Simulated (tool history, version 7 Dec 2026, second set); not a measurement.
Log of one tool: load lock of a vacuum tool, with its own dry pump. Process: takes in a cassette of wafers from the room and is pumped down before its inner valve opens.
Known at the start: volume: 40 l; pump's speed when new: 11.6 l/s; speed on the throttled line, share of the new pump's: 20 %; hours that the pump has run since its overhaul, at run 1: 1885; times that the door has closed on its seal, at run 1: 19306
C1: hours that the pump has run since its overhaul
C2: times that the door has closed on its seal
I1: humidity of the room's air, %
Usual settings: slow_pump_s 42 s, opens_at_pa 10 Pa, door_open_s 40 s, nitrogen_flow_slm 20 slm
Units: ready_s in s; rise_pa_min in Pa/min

{"run": 1, "hour": 0.0, "slow_pump_s": 42, "opens_at_pa": 10, "door_open_s": 40, "nitrogen_flow_slm": 20, "C1": 1885, "C2": 19306, "I1": 46.4, "ready_s": 66.1, "rise_pa_min": 0.103}
{"run": 2, "hour": 126.5, "slow_pump_s": 42, "opens_at_pa": 10, "door_open_s": 40, "nitrogen_flow_slm": 20, "C1": 2011, "C2": 19749, "I1": 47.8, "ready_s": 65.6, "rise_pa_min": 0.105}
{"run": 3, "hour": 265.0, "slow_pump_s": 42, "opens_at_pa": 10, "door_open_s": 40, "nitrogen_flow_slm": 20, "C1": 2150, "C2": 20233, "I1": 46.1, "ready_s": 66.3, "rise_pa_min": 0.113}
{"run": 4, "hour": 376.3, "slow_pump_s": 42, "opens_at_pa": 10, "door_open_s": 40, "nitrogen_flow_slm": 20, "C1": 2261, "C2": 20623, "I1": 47.1, "ready_s": 66.3, "rise_pa_min": 0.112}
{"run": 5, "hour": 491.0, "slow_pump_s": 42, "opens_at_pa": 10, "door_open_s": 40, "nitrogen_flow_slm": 20, "C1": 2376, "C2": 21024, "I1": 47, "ready_s": 65.9, "rise_pa_min": 0.114}
{"run": 6, "hour": 611.9, "slow_pump_s": 42, "opens_at_pa": 10, "door_open_s": 40, "nitrogen_flow_slm": 20, "C1": 2497, "C2": 21447, "I1": 48.5, "ready_s": 65.8, "rise_pa_min": 0.119}
{"run": 7, "hour": 714.8, "slow_pump_s": 42, "opens_at_pa": 15, "door_open_s": 40, "nitrogen_flow_slm": 20, "C1": 2600, "C2": 21807, "I1": 42.4, "ready_s": 64.4, "rise_pa_min": 0.119}
{"run": 8, "hour": 787.7, "slow_pump_s": 42, "opens_at_pa": 8, "door_open_s": 40, "nitrogen_flow_slm": 20, "C1": 2672, "C2": 22062, "I1": 47.8, "ready_s": 66.8, "rise_pa_min": 0.125}
{"run": 9, "hour": 884.5, "slow_pump_s": 35, "opens_at_pa": 8, "door_open_s": 40, "nitrogen_flow_slm": 20, "C1": 2769, "C2": 22401, "I1": 40.5, "ready_s": 61.3, "rise_pa_min": 0.122}
{"run": 10, "hour": 1039.0, "slow_pump_s": 35, "opens_at_pa": 8, "door_open_s": 34, "nitrogen_flow_slm": 20, "C1": 2924, "C2": 22941, "I1": 45.2, "ready_s": 61.9, "rise_pa_min": 0.12}
{"run": 11, "hour": 1113.9, "slow_pump_s": 42, "opens_at_pa": 10, "door_open_s": 40, "nitrogen_flow_slm": 4, "C1": 2999, "C2": 23203, "I1": 43.3, "ready_s": 66.7, "rise_pa_min": 0.145}
{"run": 12, "hour": 1236.7, "slow_pump_s": 50, "opens_at_pa": 10, "door_open_s": 40, "nitrogen_flow_slm": 4, "C1": 3121, "C2": 23633, "I1": 43.5, "ready_s": 72.8, "rise_pa_min": 0.148}
{"run": 13, "hour": 1312.6, "slow_pump_s": 42, "opens_at_pa": 10, "door_open_s": 40, "nitrogen_flow_slm": 20, "C1": 3197, "C2": 23898, "I1": 45.1, "ready_s": 65.8, "rise_pa_min": 0.138}
{"run": 14, "hour": 1419.1, "slow_pump_s": 42, "opens_at_pa": 10, "door_open_s": 40, "nitrogen_flow_slm": 20, "C1": 3304, "C2": 24271, "I1": 45.1, "ready_s": 66.3, "rise_pa_min": 0.131}
{"run": 15, "hour": 1531.7, "slow_pump_s": 42, "opens_at_pa": 8, "door_open_s": 40, "nitrogen_flow_slm": 20, "C1": 3416, "C2": 24665, "I1": 41.5, "ready_s": 66.7, "rise_pa_min": 0.138}
{"run": 16, "hour": 1615.7, "slow_pump_s": 42, "opens_at_pa": 8, "door_open_s": 40, "nitrogen_flow_slm": 20, "C1": 3500, "C2": 24959, "I1": 47.6, "ready_s": 67.9, "rise_pa_min": 0.143}
{"run": 17, "hour": 1709.8, "slow_pump_s": 42, "opens_at_pa": 10, "door_open_s": 40, "nitrogen_flow_slm": 18, "C1": 3595, "C2": 25288, "I1": 47.2, "ready_s": 66.1, "rise_pa_min": 0.15}
{"run": 18, "hour": 1787.7, "slow_pump_s": 42, "opens_at_pa": 10, "door_open_s": 40, "nitrogen_flow_slm": 18, "C1": 3672, "C2": 25561, "I1": 45.9, "ready_s": 66.2, "rise_pa_min": 0.146}
{"run": 19, "hour": 1947.9, "slow_pump_s": 31, "opens_at_pa": 10, "door_open_s": 40, "nitrogen_flow_slm": 38, "C1": 3833, "C2": 26121, "I1": 50.7, "ready_s": 57.8, "rise_pa_min": 0.145}
{"run": 20, "hour": 2070.7, "slow_pump_s": 31, "opens_at_pa": 10, "door_open_s": 40, "nitrogen_flow_slm": 38, "C1": 3955, "C2": 26551, "I1": 42.6, "ready_s": 57.9, "rise_pa_min": 0.146}
{"run": 21, "hour": 2149.9, "slow_pump_s": 31, "opens_at_pa": 10, "door_open_s": 40, "nitrogen_flow_slm": 38, "C1": 4035, "C2": 26828, "I1": 48.3, "ready_s": 57.8, "rise_pa_min": 0.147}
{"run": 22, "hour": 2276.5, "slow_pump_s": 39, "opens_at_pa": 16, "door_open_s": 26, "nitrogen_flow_slm": 7, "C1": 4161, "C2": 27271, "I1": 46.5, "ready_s": 61.9, "rise_pa_min": 0.16}
{"run": 23, "hour": 2395.6, "slow_pump_s": 42, "opens_at_pa": 14, "door_open_s": 40, "nitrogen_flow_slm": 20, "C1": 4280, "C2": 27688, "I1": 42, "ready_s": 65.4, "rise_pa_min": 0.161}
{"run": 24, "hour": 2522.0, "slow_pump_s": 28, "opens_at_pa": 14, "door_open_s": 60, "nitrogen_flow_slm": 20, "C1": 4407, "C2": 28130, "I1": 43.6, "ready_s": 54.1, "rise_pa_min": 0.178}
{"run": 25, "hour": 2682.0, "slow_pump_s": 36, "opens_at_pa": 10, "door_open_s": 40, "nitrogen_flow_slm": 20, "C1": 4567, "C2": 28690, "I1": 46.8, "ready_s": 61.9, "rise_pa_min": 0.172}
{"run": 26, "hour": 2843.1, "slow_pump_s": 34, "opens_at_pa": 10, "door_open_s": 40, "nitrogen_flow_slm": 20, "C1": 4728, "C2": 29253, "I1": 45, "ready_s": 60, "rise_pa_min": 0.174}
{"run": 27, "hour": 2947.3, "slow_pump_s": 25, "opens_at_pa": 10, "door_open_s": 40, "nitrogen_flow_slm": 20, "C1": 4832, "C2": 29618, "I1": 45.6, "ready_s": 52.9, "rise_pa_min": 0.175}
{"run": 28, "hour": 3095.0, "slow_pump_s": 25, "opens_at_pa": 10, "door_open_s": 40, "nitrogen_flow_slm": 20, "C1": 4980, "C2": 30135, "I1": 42.9, "ready_s": 52.6, "rise_pa_min": 0.177}
{"run": 29, "hour": 3221.0, "slow_pump_s": 25, "opens_at_pa": 10, "door_open_s": 40, "nitrogen_flow_slm": 20, "C1": 5106, "C2": 30576, "I1": 41.9, "ready_s": 52.8, "rise_pa_min": 0.186}
{"run": 30, "hour": 3381.3, "slow_pump_s": 25, "opens_at_pa": 10, "door_open_s": 40, "nitrogen_flow_slm": 20, "C1": 5266, "C2": 31136, "I1": 47.2, "ready_s": 52.7, "rise_pa_min": 0.183}
{"run": 31, "hour": 3552.8, "slow_pump_s": 25, "opens_at_pa": 10, "door_open_s": 123, "nitrogen_flow_slm": 14, "C1": 5438, "C2": 31736, "I1": 44.4, "ready_s": 53, "rise_pa_min": 0.239}
{"run": 32, "hour": 3645.1, "slow_pump_s": 25, "opens_at_pa": 8, "door_open_s": 123, "nitrogen_flow_slm": 14, "C1": 5530, "C2": 32059, "I1": 47.9, "ready_s": 54.4, "rise_pa_min": 0.238}
{"run": 33, "hour": 3788.3, "slow_pump_s": 25, "opens_at_pa": 8, "door_open_s": 101, "nitrogen_flow_slm": 14, "C1": 5673, "C2": 32560, "I1": 46.2, "ready_s": 54.1, "rise_pa_min": 0.233}
{"run": 34, "hour": 3959.8, "slow_pump_s": 25, "opens_at_pa": 13, "door_open_s": 171, "nitrogen_flow_slm": 14, "C1": 5845, "C2": 33160, "I1": 42.6, "ready_s": 52.1, "rise_pa_min": 0.257}
{"run": 35, "hour": 4137.6, "slow_pump_s": 70, "opens_at_pa": 13, "door_open_s": 171, "nitrogen_flow_slm": 6, "C1": 6022, "C2": 33782, "I1": 45.2, "ready_s": 88, "rise_pa_min": 0.306}
{"run": 36, "hour": 4265.8, "slow_pump_s": 42, "opens_at_pa": 12, "door_open_s": 117, "nitrogen_flow_slm": 20, "C1": 6151, "C2": 34231, "I1": 45.2, "ready_s": 65.9, "rise_pa_min": 0.246}

Measured less the same run without the tool's hidden state. The same run-to-run variation is in both; the gauge's scatter may not be:
The hidden state here: pump's speed, % of a new pump's; leak at the door's seal, Pa l/s; drift of the gauge itself on ready_s, %; drift of the gauge itself on rise_pa_min, %.
run=1 ready_s=+0.2 rise_pa_min=+0.078
run=2 ready_s=+0.2 rise_pa_min=+0.08
run=3 ready_s=+0.2 rise_pa_min=+0.083
run=4 ready_s=+0.3 rise_pa_min=+0.086
run=5 ready_s=+0.3 rise_pa_min=+0.088
run=6 ready_s=+0.3 rise_pa_min=+0.091
run=7 ready_s=+0.3 rise_pa_min=+0.093
run=8 ready_s=+0.3 rise_pa_min=+0.096
run=9 ready_s=+0.4 rise_pa_min=+0.097
run=10 ready_s=+0.5 rise_pa_min=+0.099
run=11 ready_s=+0.4 rise_pa_min=+0.102
run=12 ready_s=+0.4 rise_pa_min=+0.105
run=13 ready_s=+0.4 rise_pa_min=+0.108
run=14 ready_s=+0.5 rise_pa_min=+0.11
run=15 ready_s=+0.5 rise_pa_min=+0.113
run=16 ready_s=+0.5 rise_pa_min=+0.114
run=17 ready_s=+0.5 rise_pa_min=+0.119
run=18 ready_s=+0.6 rise_pa_min=+0.12
run=19 ready_s=+0.7 rise_pa_min=+0.124
run=20 ready_s=+0.6 rise_pa_min=+0.127
run=21 ready_s=+0.7 rise_pa_min=+0.127
run=22 ready_s=+0.6 rise_pa_min=+0.132
run=23 ready_s=+0.6 rise_pa_min=+0.135
run=24 ready_s=+0.7 rise_pa_min=+0.14
run=25 ready_s=+0.8 rise_pa_min=+0.142
run=26 ready_s=+0.8 rise_pa_min=+0.145
run=27 ready_s=+0.9 rise_pa_min=+0.152
run=28 ready_s=+0.9 rise_pa_min=+0.154
run=29 ready_s=+0.9 rise_pa_min=+0.159
run=30 ready_s=+0.9 rise_pa_min=+0.16
run=31 ready_s=+1 rise_pa_min=+0.168
run=32 ready_s=+1 rise_pa_min=+0.167
run=33 ready_s=+1.1 rise_pa_min=+0.173
run=34 ready_s=+1 rise_pa_min=+0.178
run=35 ready_s=+0.7 rise_pa_min=+0.185
run=36 ready_s=+1 rise_pa_min=+0.188
